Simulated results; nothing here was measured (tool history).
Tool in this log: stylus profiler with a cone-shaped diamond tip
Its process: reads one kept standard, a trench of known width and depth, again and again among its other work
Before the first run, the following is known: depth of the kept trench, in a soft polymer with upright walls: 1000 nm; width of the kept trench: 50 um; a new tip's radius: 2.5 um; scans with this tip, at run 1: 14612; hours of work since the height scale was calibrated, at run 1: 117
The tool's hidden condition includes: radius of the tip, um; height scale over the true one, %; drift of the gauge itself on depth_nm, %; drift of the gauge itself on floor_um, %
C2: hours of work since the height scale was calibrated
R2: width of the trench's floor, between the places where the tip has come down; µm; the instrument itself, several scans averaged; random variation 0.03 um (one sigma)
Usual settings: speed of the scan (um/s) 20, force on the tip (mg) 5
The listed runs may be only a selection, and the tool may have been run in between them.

Run 1, hour 0: usual settings; scans with this tip 14612; C2 117. Result: depth of the trench (Å) 10216.4, R2 44.69 µm.
Run 2, hour 71.1: usual settings; scans with this tip 15290; C2 165. Result: depth of the trench (Å) 10218.5, R2 44.7 µm.
Run 3, hour 121: usual settings; scans with this tip 15765; C2 198. Result: depth of the trench (Å) 10220.2, R2 44.7 µm.
Run 4, hour 167.8: usual settings; scans with this tip 16212; C2 230. Result: depth of the trench (Å) 10228.7, R2 44.65 µm.
Run 5, hour 206.9: usual settings but force on the tip (mg) 5.76; scans with this tip 16585; C2 256. Result: depth of the trench (Å) 10248, R2 44.64 µm.
Run 6, hour 262.3: usual settings but speed of the scan (um/s) 6, force on the tip (mg) 5.76; scans with this tip 17113; C2 293. Result: depth of the trench (Å) 10247, R2 44.6 µm.
Run 7, hour 293.7: usual settings but speed of the scan (um/s) 11, force on the tip (mg) 5.76; scans with this tip 17413; C2 314. Result: depth of the trench (Å) 10249.9, R2 44.51 µm.
Run 8, hour 358.6: usual settings but speed of the scan (um/s) 22; scans with this tip 18032; C2 358. Result: depth of the trench (Å) 10233.1, R2 44.46 µm.
Run 9, hour 393.6: usual settings but force on the tip (mg) 4.29; scans with this tip 18366; C2 381. Result: depth of the trench (Å) 10213.3, R2 44.4 µm.
At hour 399.1: height scale calibrated on a step standard.
Run 10, hour 436.9: usual settings but force on the tip (mg) 4.29; scans with this tip 18774; C2 25. Result: depth of the trench (Å) 10221.5, R2 44.37 µm.
Run 11, hour 491.8: usual settings but force on the tip (mg) 4.29; scans with this tip 19297; C2 62. Result: depth of the trench (Å) 10220.3, R2 44.38 µm.
Run 12, hour 523.9: usual settings; scans with this tip 19604; C2 84. Result: depth of the trench (Å) 10246.1, R2 44.38 µm.
Run 13, hour 565.9: usual settings; scans with this tip 20005; C2 112. Result: depth of the trench (Å) 10248.9, R2 44.34 µm.
Run 14, hour 634.2: usual settings but speed of the scan (um/s) 11, force on the tip (mg) 4.03; scans with this tip 20656; C2 158. Result: depth of the trench (Å) 10222.3, R2 44.37 µm.
Run 15, hour 676: usual settings but speed of the scan (um/s) 11, force on the tip (mg) 4.03; scans with this tip 21055; C2 186. Result: depth of the trench (Å) 10217.9, R2 44.38 µm.
Run 16, hour 728.9: usual settings but speed of the scan (um/s) 7, force on the tip (mg) 1.69; scans with this tip 21560; C2 221. Result: depth of the trench (Å) 10150.9, R2 44.25 µm.
Run 17, hour 767.3: usual settings but speed of the scan (um/s) 14, force on the tip (mg) 2.73; scans with this tip 21925; C2 247. Result: depth of the trench (Å) 10184.9, R2 44.22 µm.
At hour 789.7: height scale calibrated on a step standard, once more.
Run 18, hour 824.8: usual settings but speed of the scan (um/s) 14, force on the tip (mg) 2.85; scans with this tip 22470; C2 24. Result: depth of the trench (Å) 10138.5, R2 44.18 µm.
Run 19, hour 885.9: usual settings but speed of the scan (um/s) 14, force on the tip (mg) 2.85; scans with this tip 23052; C2 65. Result: depth of the trench (Å) 10146.7, R2 44.15 µm.
At hour 919.7: new tip fitted, height scale calibrated.
Run 20, hour 953.3: usual settings but speed of the scan (um/s) 19, force on the tip (mg) 10.11; scans with this tip 321; C2 23. Result: depth of the trench (Å) 10340.4, R2 45.97 µm.
Run 21, hour 994.1: usual settings but speed of the scan (um/s) 61, force on the tip (mg) 10.11; scans with this tip 710; C2 50. Result: depth of the trench (Å) 10344.6, R2 45.8 µm.
Run 22, hour 1042.9: usual settings but speed of the scan (um/s) 12, force on the tip (mg) 2.16; scans with this tip 1176; C2 83. Result: depth of the trench (Å) 10125.6, R2 45.87 µm.
Run 23, hour 1106.1: usual settings but speed of the scan (um/s) 12, force on the tip (mg) 2.16; scans with this tip 1779; C2 125. Result: depth of the trench (Å) 10130.5, R2 45.81 µm.
Run 24, hour 1165.3: usual settings but speed of the scan (um/s) 12, force on the tip (mg) 2.16; scans with this tip 2343; C2 165. Result: depth of the trench (Å) 10134.9, R2 45.75 µm.

Branching from run 24: 4 alternative next runs. What would each branch give?
Run A, hour 1210.9: usual settings but speed of the scan (um/s) 13, force on the tip (mg) 1.74; scans with this tip 2778; C2 195. Result: depth of the trench (Å) ?, R2 ?.
Run B, hour 1210.9: usual settings but speed of the scan (um/s) 11, force on the tip (mg) 5.22; scans with this tip 2778; C2 195. Result: depth of the trench (Å) ?, R2 ?.
Run C, hour 1210.9: usual settings but speed of the scan (um/s) 21, force on the tip (mg) 2.09; scans with this tip 2778; C2 195. Result: depth of the trench (Å) ?, R2 ?.
Run D, hour 1210.9: usual settings but speed of the scan (um/s) 57; scans with this tip 2778; C2 195. Result: depth of the trench (Å) ?, R2 ?.

run  depth of the trench (Å)     R2
  A                  10118.7  45.72
  B                    10229   45.7
  C                  10131.6  45.66
  D                  10222.7  45.63
With no hidden state in the tool, these same runs would have given:
run  depth of the trench (Å)     R2
  A                    10104  45.96
  B                  10214.1  45.94
  C                  10116.9  45.89
  D                  10207.8  45.87

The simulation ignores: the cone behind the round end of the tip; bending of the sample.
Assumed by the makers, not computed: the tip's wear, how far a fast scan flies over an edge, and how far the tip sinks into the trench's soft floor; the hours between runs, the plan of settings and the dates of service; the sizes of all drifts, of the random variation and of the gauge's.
